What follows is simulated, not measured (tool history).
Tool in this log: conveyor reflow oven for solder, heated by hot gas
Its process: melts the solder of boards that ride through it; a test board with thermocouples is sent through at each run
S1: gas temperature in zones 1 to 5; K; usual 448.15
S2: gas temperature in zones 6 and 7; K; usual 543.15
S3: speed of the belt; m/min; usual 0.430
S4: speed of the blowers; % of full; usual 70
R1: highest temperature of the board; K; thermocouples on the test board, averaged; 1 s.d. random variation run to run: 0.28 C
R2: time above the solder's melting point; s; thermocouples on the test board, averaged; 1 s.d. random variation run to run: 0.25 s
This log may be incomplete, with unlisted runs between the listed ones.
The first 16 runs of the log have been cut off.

run	hour	S1	S2	S3	S4	R1	R2
17	303.4	448.15	556.15	0.508	87	536.75	59.5
18	314.7	440.15	552.15	0.351	88	543.15	88.4
19	340.0	439.15	557.15	0.373	64	542.05	81.3
20	352.0	448.15	542.15	0.485	77	524.85	55.1
21	374.5	448.15	542.15	0.485	77	524.35	54.5
22	388.9	442.15	533.15	0.373	56	518.85	65.3
23	408.9	442.15	537.15	0.518	56	511.35	36.0
24	428.2	455.15	543.15	0.430	88	531.55	70.7
25	448.3	461.15	543.15	0.430	84	531.75	73.3
26	460.6	448.15	558.15	0.496	70	535.35	59.7
27	481.2	448.15	558.15	0.390	63	542.45	81.0
28	492.7	448.15	543.15	0.393	72	530.85	74.0
29	506.8	461.15	543.15	0.430	70	529.95	72.2
30	519.2	461.15	543.15	0.430	70	530.15	71.6

Branching from run 30: 4 alternative next runs. What would each branch give?
A	531.8	461.15	543.15	0.469	70	?	?
B	531.8	446.15	543.15	0.486	61	?	?
C	531.8	461.15	550.15	0.430	70	?	?
D	531.8	461.15	554.15	0.430	70	?	?

run	R1	R2
A	527.65	63.3
B	520.85	50.6
C	536.25	75.5
D	539.55	76.7
Without the tool's hidden state the same runs would have given:
run	R1	R2
A	527.75	63.4
B	520.95	50.7
C	536.35	75.5
D	539.65	76.7
